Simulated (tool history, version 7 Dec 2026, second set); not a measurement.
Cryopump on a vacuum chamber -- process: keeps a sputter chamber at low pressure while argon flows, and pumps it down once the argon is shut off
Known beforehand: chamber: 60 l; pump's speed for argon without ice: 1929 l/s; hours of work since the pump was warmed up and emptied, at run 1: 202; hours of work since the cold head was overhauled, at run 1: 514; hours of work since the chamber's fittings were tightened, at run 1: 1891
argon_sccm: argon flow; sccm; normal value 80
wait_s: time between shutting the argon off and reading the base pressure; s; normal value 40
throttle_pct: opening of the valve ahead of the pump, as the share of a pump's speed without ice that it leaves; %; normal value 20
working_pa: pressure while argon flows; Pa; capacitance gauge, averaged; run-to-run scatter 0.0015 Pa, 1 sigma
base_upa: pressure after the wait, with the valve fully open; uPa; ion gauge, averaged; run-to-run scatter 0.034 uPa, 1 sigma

run	hour	argon_sccm	wait_s	throttle_pct	hours of work since the pump was warmed up and emptied	hours of work since the cold head was overhauled	hours of work since the chamber's fittings were tightened	working_pa	base_upa
1	0	80	40	20	202	514	1891	0.3714	3.8
2	32.2	80	40	20	222	535	1912	0.3719	3.77
3	48.9	80	40	20	233	545	1922	0.3758	3.84
4	87.3	80	40	20	257	570	1947	0.3756	3.94
5	115	80	40	20	275	587	1964	0.3785	3.98
6	141.2	80	40	20	291	604	1981	0.383	4.08
7	159.3	80	40	20	303	616	1992	0.3825	4.18
# hour 181.3: pump warmed up, emptied and cooled again
8	195.5	80	40	20	9	635	2012	0.3513	3.27
9	214.1	80	40	20	21	647	2024	0.3519	3.47
10	235.3	99	40	20	34	661	2037	0.4368	3.43
11	271.9	80	40	20	58	684	2061	0.3576	3.49
12	311	64	40	20	82	709	2085	0.2858	3.63
13	339.9	64	40	20	101	727	2104	0.2868	3.53
14	374.9	80	40	20	123	749	2126	0.3602	3.67
15	397.7	80	40	20	137	764	2140	0.3603	3.73
16	436.9	80	58	27	162	789	2165	0.2739	3.26
17	462.7	80	58	27	179	805	2182	0.2761	3.24
18	494.7	80	58	27	199	825	2202	0.2791	3.39
19	534.2	131	133	27	224	850	2227	0.4599	2.86
20	558.7	131	133	27	240	866	2243	0.4622	2.92
21	587.9	70	40	57	258	884	2261	0.1304	4.15
22	614.4	70	40	57	275	901	2278	0.1305	4.3
23	635.7	70	40	57	288	915	2291	0.1336	4.42
24	652.4	70	40	57	299	925	2302	0.1355	4.34
25	669.8	36	64	17	310	936	2313	0.1997	3.75
# hour 681.8: pump warmed up, emptied and cooled again
26	707.8	148	192	16	16	957	2334	0.8112	2.25
# hour 746.4: leaking fittings of the chamber tightened, without venting
27	746.4	69	86	20	40	980	0	0.303	0.99
28	767	67	40	53	53	994	13	0.1152	1.89
29	786.4	48	51	20	65	1006	25	0.2131	1.6
30	812.7	39	57	16	82	1023	42	0.218	1.46

Below are 4 alternative next runs, each starting from the tool's condition after run 30. Predict each:
A	830.9	43	116	34	93	1034	54	?	?
B	830.9	51	40	20	93	1034	54	?	?
C	830.9	40	40	20	93	1034	54	?	?
D	830.9	80	84	28	93	1034	54	?	?

run	working_pa	base_upa
A	0.1158	0.87
B	0.2285	1.95
C	0.1816	1.97
D	0.2608	1.09
What these runs would have given with no unlogged condition in the tool:
run	working_pa	base_upa
A	0.1111	0.77
B	0.2229	1.85
C	0.1772	1.87
D	0.2519	0.98
